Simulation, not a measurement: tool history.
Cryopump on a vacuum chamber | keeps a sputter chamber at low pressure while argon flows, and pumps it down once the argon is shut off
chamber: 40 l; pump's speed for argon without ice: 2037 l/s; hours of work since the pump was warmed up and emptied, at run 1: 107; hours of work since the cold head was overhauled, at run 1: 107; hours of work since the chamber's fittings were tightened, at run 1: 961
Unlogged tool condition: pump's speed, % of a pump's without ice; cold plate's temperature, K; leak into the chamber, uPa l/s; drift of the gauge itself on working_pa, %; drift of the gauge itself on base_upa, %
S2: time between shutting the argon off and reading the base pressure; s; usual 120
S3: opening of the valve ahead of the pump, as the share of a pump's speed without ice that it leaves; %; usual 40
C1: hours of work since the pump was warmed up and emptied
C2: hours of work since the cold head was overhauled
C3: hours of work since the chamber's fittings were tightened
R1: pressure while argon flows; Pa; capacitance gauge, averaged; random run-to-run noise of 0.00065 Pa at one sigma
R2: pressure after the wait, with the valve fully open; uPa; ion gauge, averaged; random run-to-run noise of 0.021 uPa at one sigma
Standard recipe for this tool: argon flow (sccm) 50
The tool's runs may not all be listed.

{"run": 1, "hour": 0.0, "argon flow (sccm)": 50, "S2": 120, "S3": 40, "C1": 107, "C2": 107, "C3": 961, "R1": 0.1062, "R2": 1.54}
{"run": 2, "hour": 12.3, "argon flow (sccm)": 50, "S2": 120, "S3": 40, "C1": 113, "C2": 113, "C3": 966, "R1": 0.1051, "R2": 1.6}
{"run": 3, "hour": 26.0, "argon flow (sccm)": 50, "S2": 120, "S3": 40, "C1": 118, "C2": 118, "C3": 972, "R1": 0.1045, "R2": 1.56}
{"run": 4, "hour": 37.4, "argon flow (sccm)": 50, "S2": 120, "S3": 40, "C1": 123, "C2": 123, "C3": 976, "R1": 0.1049, "R2": 1.53}
{"run": 5, "hour": 46.2, "argon flow (sccm)": 50, "S2": 120, "S3": 40, "C1": 127, "C2": 127, "C3": 980, "R1": 0.1054, "R2": 1.57}
{"run": 6, "hour": 57.2, "argon flow (sccm)": 50, "S2": 120, "S3": 40, "C1": 132, "C2": 132, "C3": 985, "R1": 0.1047, "R2": 1.53}
{"run": 7, "hour": 71.9, "argon flow (sccm)": 50, "S2": 120, "S3": 40, "C1": 138, "C2": 138, "C3": 991, "R1": 0.1058, "R2": 1.57}
{"run": 8, "hour": 86.6, "argon flow (sccm)": 50, "S2": 120, "S3": 40, "C1": 144, "C2": 144, "C3": 997, "R1": 0.1046, "R2": 1.63}
{"run": 9, "hour": 94.8, "argon flow (sccm)": 50, "S2": 120, "S3": 40, "C1": 147, "C2": 147, "C3": 1001, "R1": 0.1058, "R2": 1.62}
{"run": 10, "hour": 109.5, "argon flow (sccm)": 50, "S2": 120, "S3": 40, "C1": 154, "C2": 154, "C3": 1007, "R1": 0.1066, "R2": 1.61}
{"run": 11, "hour": 121.5, "argon flow (sccm)": 50, "S2": 120, "S3": 51, "C1": 159, "C2": 159, "C3": 1012, "R1": 0.0832, "R2": 1.61}
{"run": 12, "hour": 131.6, "argon flow (sccm)": 50, "S2": 120, "S3": 51, "C1": 163, "C2": 163, "C3": 1016, "R1": 0.083, "R2": 1.64}
{"run": 13, "hour": 142.6, "argon flow (sccm)": 50, "S2": 120, "S3": 51, "C1": 168, "C2": 168, "C3": 1021, "R1": 0.0835, "R2": 1.58}
{"run": 14, "hour": 149.7, "argon flow (sccm)": 50, "S2": 34, "S3": 40, "C1": 171, "C2": 171, "C3": 1024, "R1": 0.1057, "R2": 2.51}
{"run": 15, "hour": 162.9, "argon flow (sccm)": 50, "S2": 120, "S3": 40, "C1": 176, "C2": 176, "C3": 1029, "R1": 0.1063, "R2": 1.58}
{"run": 16, "hour": 178.7, "argon flow (sccm)": 50, "S2": 120, "S3": 40, "C1": 183, "C2": 183, "C3": 1036, "R1": 0.1057, "R2": 1.56}
{"run": 17, "hour": 192.9, "argon flow (sccm)": 51, "S2": 120, "S3": 40, "C1": 189, "C2": 189, "C3": 1042, "R1": 0.1062, "R2": 1.64}
{"run": 18, "hour": 206.5, "argon flow (sccm)": 62, "S2": 120, "S3": 25, "C1": 195, "C2": 195, "C3": 1048, "R1": 0.2079, "R2": 1.71}
{"run": 19, "hour": 213.0, "argon flow (sccm)": 23, "S2": 32, "S3": 22, "C1": 197, "C2": 197, "C3": 1051, "R1": 0.087, "R2": 2.61}
{"run": 20, "hour": 227.6, "argon flow (sccm)": 23, "S2": 32, "S3": 22, "C1": 203, "C2": 203, "C3": 1057, "R1": 0.0879, "R2": 2.56}
{"run": 21, "hour": 242.4, "argon flow (sccm)": 23, "S2": 32, "S3": 22, "C1": 210, "C2": 210, "C3": 1063, "R1": 0.0872, "R2": 2.54}
{"run": 22, "hour": 257.9, "argon flow (sccm)": 46, "S2": 120, "S3": 40, "C1": 216, "C2": 216, "C3": 1070, "R1": 0.0975, "R2": 1.68}
{"run": 23, "hour": 271.4, "argon flow (sccm)": 50, "S2": 36, "S3": 53, "C1": 222, "C2": 222, "C3": 1075, "R1": 0.0802, "R2": 2.39}
{"run": 24, "hour": 280.9, "argon flow (sccm)": 50, "S2": 33, "S3": 20, "C1": 226, "C2": 226, "C3": 1079, "R1": 0.2102, "R2": 2.6}
{"run": 25, "hour": 294.6, "argon flow (sccm)": 50, "S2": 33, "S3": 20, "C1": 232, "C2": 232, "C3": 1085, "R1": 0.2098, "R2": 2.56}
{"run": 26, "hour": 310.2, "argon flow (sccm)": 25, "S2": 33, "S3": 20, "C1": 238, "C2": 238, "C3": 1092, "R1": 0.105, "R2": 2.5}
{"run": 27, "hour": 319.1, "argon flow (sccm)": 22, "S2": 244, "S3": 20, "C1": 242, "C2": 242, "C3": 1095, "R1": 0.0925, "R2": 1.59}
{"run": 28, "hour": 330.2, "argon flow (sccm)": 22, "S2": 244, "S3": 20, "C1": 247, "C2": 247, "C3": 1100, "R1": 0.093, "R2": 1.53}
{"run": 29, "hour": 340.7, "argon flow (sccm)": 83, "S2": 225, "S3": 20, "C1": 251, "C2": 251, "C3": 1104, "R1": 0.3479, "R2": 1.57}
{"run": 30, "hour": 348.5, "argon flow (sccm)": 23, "S2": 42, "S3": 41, "C1": 255, "C2": 255, "C3": 1108, "R1": 0.047, "R2": 2.31}
{"run": 31, "hour": 362.2, "argon flow (sccm)": 61, "S2": 26, "S3": 18, "C1": 260, "C2": 260, "C3": 1114, "R1": 0.2844, "R2": 2.91}
{"run": 32, "hour": 369.5, "argon flow (sccm)": 50, "S2": 120, "S3": 48, "C1": 263, "C2": 263, "C3": 1117, "R1": 0.0893, "R2": 1.83}
{"run": 33, "hour": 379.3, "argon flow (sccm)": 57, "S2": 120, "S3": 34, "C1": 268, "C2": 268, "C3": 1121, "R1": 0.1429, "R2": 1.79}

4 options for the next run, each taken on its own from the tool as it stands now. Forecast them:
{"run": "A", "hour": 389.2, "argon flow (sccm)": 26, "S2": 53, "S3": 16, "C1": 272, "C2": 272, "C3": 1125, "R1": "?", "R2": "?"}
{"run": "B", "hour": 389.2, "argon flow (sccm)": 57, "S2": 202, "S3": 34, "C1": 272, "C2": 272, "C3": 1125, "R1": "?", "R2": "?"}
{"run": "C", "hour": 389.2, "argon flow (sccm)": 31, "S2": 80, "S3": 40, "C1": 272, "C2": 272, "C3": 1125, "R1": "?", "R2": "?"}
{"run": "D", "hour": 389.2, "argon flow (sccm)": 75, "S2": 270, "S3": 49, "C1": 272, "C2": 272, "C3": 1125, "R1": "?", "R2": "?"}

run=A R1=0.137 R2=2.19
run=B R1=0.143 R2=1.65
run=C R1=0.0667 R2=1.93
run=D R1=0.1318 R2=1.56
Take away the tool's hidden state, keep each run's random variation, and the runs would have read:
run=A R1=0.1355 R2=0.88
run=B R1=0.1399 R2=0.33
run=C R1=0.065 R2=0.64
run=D R1=0.1277 R2=0.27
